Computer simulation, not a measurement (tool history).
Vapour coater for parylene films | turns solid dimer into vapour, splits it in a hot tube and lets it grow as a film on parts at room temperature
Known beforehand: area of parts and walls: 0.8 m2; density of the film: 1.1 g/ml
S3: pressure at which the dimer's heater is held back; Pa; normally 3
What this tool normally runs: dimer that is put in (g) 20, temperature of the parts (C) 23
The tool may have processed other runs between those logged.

Run 1, hour 0: usual settings. Result: thickness of the film (um) 11.94.
Run 2, hour 69.5: usual settings. Result: thickness of the film (um) 12.
Run 3, hour 133.8: usual settings. Result: thickness of the film (um) 12.04.
Run 4, hour 206.2: usual settings. Result: thickness of the film (um) 12.06.
Run 5, hour 288.3: usual settings but S3 5.16 Pa. Result: thickness of the film (um) 11.04.
Run 6, hour 342.4: usual settings but S3 5.16 Pa. Result: thickness of the film (um) 10.84.
Run 7, hour 409.8: usual settings but S3 5.16 Pa. Result: thickness of the film (um) 11.02.
At hour 477.4: trap's valve overhauled.
Run 8, hour 491.2: usual settings. Result: thickness of the film (um) 11.77.
Run 9, hour 566.9: usual settings. Result: thickness of the film (um) 11.95.
Run 10, hour 613: usual settings. Result: thickness of the film (um) 12.
Run 11, hour 677.5: usual settings. Result: thickness of the film (um) 12.13.
Run 12, hour 722.2: usual settings. Result: thickness of the film (um) 11.9.
Run 13, hour 802.9: usual settings. Result: thickness of the film (um) 11.97.
Run 14, hour 854.2: usual settings. Result: thickness of the film (um) 12.04.
Run 15, hour 906.2: usual settings but dimer that is put in (g) 10. Result: thickness of the film (um) 5.92.
Run 16, hour 950.5: usual settings but dimer that is put in (g) 27, temperature of the parts (C) 34. Result: thickness of the film (um) 12.78.
Run 17, hour 1024.6: usual settings but dimer that is put in (g) 27, temperature of the parts (C) 34. Result: thickness of the film (um) 12.68.
Run 18, hour 1066.6: usual settings but dimer that is put in (g) 27, temperature of the parts (C) 20, S3 4.92 Pa. Result: thickness of the film (um) 16.07.
At hour 1078.2: trap's valve overhauled.
Run 19, hour 1117.6: usual settings but dimer that is put in (g) 13, S3 3.75 Pa. Result: thickness of the film (um) 7.58.
Run 20, hour 1194.4: usual settings but S3 4.74 Pa. Result: thickness of the film (um) 11.31.
At hour 1205.9: table's thermometer calibrated.
Run 21, hour 1272.7: usual settings but dimer that is put in (g) 26, S3 4.74 Pa. Result: thickness of the film (um) 14.59.
Run 22, hour 1339.4: usual settings but dimer that is put in (g) 23, temperature of the parts (C) 20, S3 6.63 Pa. Result: thickness of the film (um) 13.07.
Run 23, hour 1388: usual settings but dimer that is put in (g) 23, temperature of the parts (C) 20, S3 6.63 Pa. Result: thickness of the film (um) 13.26.

Forecast each of these 4 alternatives for the next run:
Run A, hour 1423.1: usual settings but S3 5.89 Pa. Result: thickness of the film (um) ?.
Run B, hour 1423.1: usual settings but dimer that is put in (g) 24, temperature of the parts (C) 20, S3 6.63 Pa. Result: thickness of the film (um) ?.
Run C, hour 1423.1: usual settings but dimer that is put in (g) 23, temperature of the parts (C) 25, S3 8.97 Pa. Result: thickness of the film (um) ?.
Run D, hour 1423.1: usual settings but temperature of the parts (C) 28, S3 4.7 Pa. Result: thickness of the film (um) ?.

run  thickness of the film (um)
  A                       10.83
  B                       13.52
  C                       11.36
  D                       10.17
Without the tool's unlogged condition, the same runs would have read:
run  thickness of the film (um)
  A                       10.86
  B                       13.55
  C                       11.38
  D                       10.19

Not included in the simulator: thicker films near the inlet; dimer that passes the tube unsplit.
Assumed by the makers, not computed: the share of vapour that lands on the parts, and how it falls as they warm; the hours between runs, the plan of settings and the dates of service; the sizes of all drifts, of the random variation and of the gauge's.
